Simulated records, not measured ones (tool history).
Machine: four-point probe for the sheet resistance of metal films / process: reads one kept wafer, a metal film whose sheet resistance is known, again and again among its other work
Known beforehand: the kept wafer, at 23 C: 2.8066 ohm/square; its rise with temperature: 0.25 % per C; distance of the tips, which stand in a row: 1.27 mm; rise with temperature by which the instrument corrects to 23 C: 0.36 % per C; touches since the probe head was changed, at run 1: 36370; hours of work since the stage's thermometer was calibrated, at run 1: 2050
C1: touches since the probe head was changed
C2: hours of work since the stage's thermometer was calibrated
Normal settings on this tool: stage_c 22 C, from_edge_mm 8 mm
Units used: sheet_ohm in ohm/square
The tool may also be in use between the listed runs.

run 1 hour=0.0 | stage_c=22 from_edge_mm=8 | C1=36370 C2=2050 | sheet_ohm=2.867001
run 2 hour=58.3 | stage_c=22 from_edge_mm=6 | C1=37261 C2=2077 | sheet_ohm=2.896128
run 3 hour=117.7 | stage_c=22 from_edge_mm=6 | C1=38170 C2=2105 | sheet_ohm=2.896122
run 4 hour=161.2 | stage_c=22 from_edge_mm=6 | C1=38836 C2=2125 | sheet_ohm=2.897118
run 5 hour=198.0 | stage_c=21 from_edge_mm=6 | C1=39399 C2=2142 | sheet_ohm=2.901301
run 6 hour=266.2 | stage_c=22 from_edge_mm=8 | C1=40443 C2=2174 | sheet_ohm=2.868559
run 7 hour=308.1 | stage_c=23 from_edge_mm=8 | C1=41084 C2=2193 | sheet_ohm=2.866056
run 8 hour=377.4 | stage_c=22 from_edge_mm=3 | C1=42144 C2=2226 | sheet_ohm=3.077410
run 9 hour=417.3 | stage_c=22 from_edge_mm=6 | C1=42755 C2=2244 | sheet_ohm=2.897550
run 10 hour=471.1 | stage_c=22 from_edge_mm=6 | C1=43578 C2=2269 | sheet_ohm=2.897969
run 11 hour=524.8 | stage_c=22 from_edge_mm=6 | C1=44400 C2=2294 | sheet_ohm=2.898151
run 12 hour=591.3 | stage_c=22 from_edge_mm=6 | C1=45416 C2=2325 | sheet_ohm=2.899037
run 13 hour=629.5 | stage_c=22 from_edge_mm=6 | C1=46001 C2=2343 | sheet_ohm=2.898147
run 14 hour=692.6 | stage_c=22 from_edge_mm=6 | C1=46967 C2=2372 | sheet_ohm=2.899785
run 15 hour=734.5 | stage_c=22 from_edge_mm=6 | C1=47607 C2=2392 | sheet_ohm=2.899998
run 16 hour=803.5 | stage_c=22 from_edge_mm=6 | C1=48664 C2=2424 | sheet_ohm=2.899991
run 17 hour=868.5 | stage_c=22 from_edge_mm=6 | C1=49659 C2=2454 | sheet_ohm=2.900785
run 18 hour=933.6 | stage_c=22 from_edge_mm=6 | C1=50654 C2=2484 | sheet_ohm=2.900492
run 19 hour=1011.3 | stage_c=22 from_edge_mm=6 | C1=51843 C2=2520 | sheet_ohm=2.900842
run 20 hour=1057.8 | stage_c=22 from_edge_mm=6 | C1=52554 C2=2542 | sheet_ohm=2.901817
run 21 hour=1132.6 | stage_c=22 from_edge_mm=6 | C1=53698 C2=2577 | sheet_ohm=2.901997
run 22 hour=1173.4 | stage_c=22 from_edge_mm=6 | C1=54323 C2=2596 | sheet_ohm=2.902016
run 23 hour=1234.0 | stage_c=22 from_edge_mm=6 | C1=55250 C2=2624 | sheet_ohm=2.902761
run 24 hour=1309.5 | stage_c=19 from_edge_mm=33 | C1=56406 C2=2659 | sheet_ohm=2.846369
run 25 hour=1364.0 | stage_c=25 from_edge_mm=10 | C1=57239 C2=2684 | sheet_ohm=2.851145
run 26 hour=1446.2 | stage_c=25 from_edge_mm=7 | C1=58497 C2=2723 | sheet_ohm=2.874732
run 27 hour=1521.5 | stage_c=19 from_edge_mm=34 | C1=59649 C2=2758 | sheet_ohm=2.848889
run 28 hour=1557.0 | stage_c=22 from_edge_mm=24 | C1=60192 C2=2774 | sheet_ohm=2.840725
-- hour=1565.1 stage's thermometer calibrated
run 29 hour=1612.3 | stage_c=22 from_edge_mm=24 | C1=61031 C2=22 | sheet_ohm=2.842194
run 30 hour=1682.1 | stage_c=20 from_edge_mm=4 | C1=62099 C2=54 | sheet_ohm=2.990067
run 31 hour=1730.1 | stage_c=33 from_edge_mm=8 | C1=62833 C2=77 | sheet_ohm=2.841926
run 32 hour=1774.2 | stage_c=18 from_edge_mm=6 | C1=63508 C2=97 | sheet_ohm=2.918658
run 33 hour=1824.8 | stage_c=35 from_edge_mm=13 | C1=64282 C2=121 | sheet_ohm=2.813278
-- hour=1833.0 stage's thermometer calibrated, once more
run 34 hour=1865.1 | stage_c=35 from_edge_mm=13 | C1=64890 C2=15 | sheet_ohm=2.808045
run 35 hour=1944.7 | stage_c=34 from_edge_mm=45 | C1=66108 C2=52 | sheet_ohm=2.798438
run 36 hour=2001.2 | stage_c=23 from_edge_mm=3 | C1=66974 C2=78 | sheet_ohm=3.077689
run 37 hour=2052.3 | stage_c=23 from_edge_mm=12 | C1=67756 C2=102 | sheet_ohm=2.849422
run 38 hour=2097.2 | stage_c=24 from_edge_mm=52 | C1=68442 C2=123 | sheet_ohm=2.829573
run 39 hour=2131.6 | stage_c=19 from_edge_mm=22 | C1=68969 C2=139 | sheet_ohm=2.849542
run 40 hour=2193.4 | stage_c=19 from_edge_mm=11 | C1=69915 C2=168 | sheet_ohm=2.864650
run 41 hour=2271.2 | stage_c=30 from_edge_mm=65 | C1=71104 C2=204 | sheet_ohm=2.810849
run 42 hour=2311.5 | stage_c=19 from_edge_mm=24 | C1=71721 C2=222 | sheet_ohm=2.849920
run 43 hour=2352.0 | stage_c=22 from_edge_mm=25 | C1=72341 C2=241 | sheet_ohm=2.839169
run 44 hour=2389.3 | stage_c=19 from_edge_mm=11 | C1=72912 C2=259 | sheet_ohm=2.865207

Hidden state or all else? Some run-to-run changes of sheet_ohm, split into what the settings, what came in and random variation would give without the hidden state, and what is left for the hidden state (with any gauge scatter that isn't in both results):
Hidden state present: inner tips' distance over the nominal, %; tips' flats over new ones', %; wafer's true temperature over the reading, C; drift of the gauge itself on sheet_ohm, %.
Run 7 -> 8: stage_c 23 -> 22, from_edge_mm 8 -> 3. sheet_ohm +0.211354 ohm/square: hidden state +0.001787, all else +0.209567.
Run 33 -> 34: stage's thermometer calibrated, once more. sheet_ohm -0.005233 ohm/square: hidden state -0.004962, all else -0.000271.
Run 35 -> 36: stage_c 34 -> 23, from_edge_mm 45 -> 3. sheet_ohm +0.279251 ohm/square: hidden state +0.002470, all else +0.276781.
Run 36 -> 37: from_edge_mm 3 -> 12. sheet_ohm -0.228267 ohm/square: hidden state -0.001548, all else -0.226719.

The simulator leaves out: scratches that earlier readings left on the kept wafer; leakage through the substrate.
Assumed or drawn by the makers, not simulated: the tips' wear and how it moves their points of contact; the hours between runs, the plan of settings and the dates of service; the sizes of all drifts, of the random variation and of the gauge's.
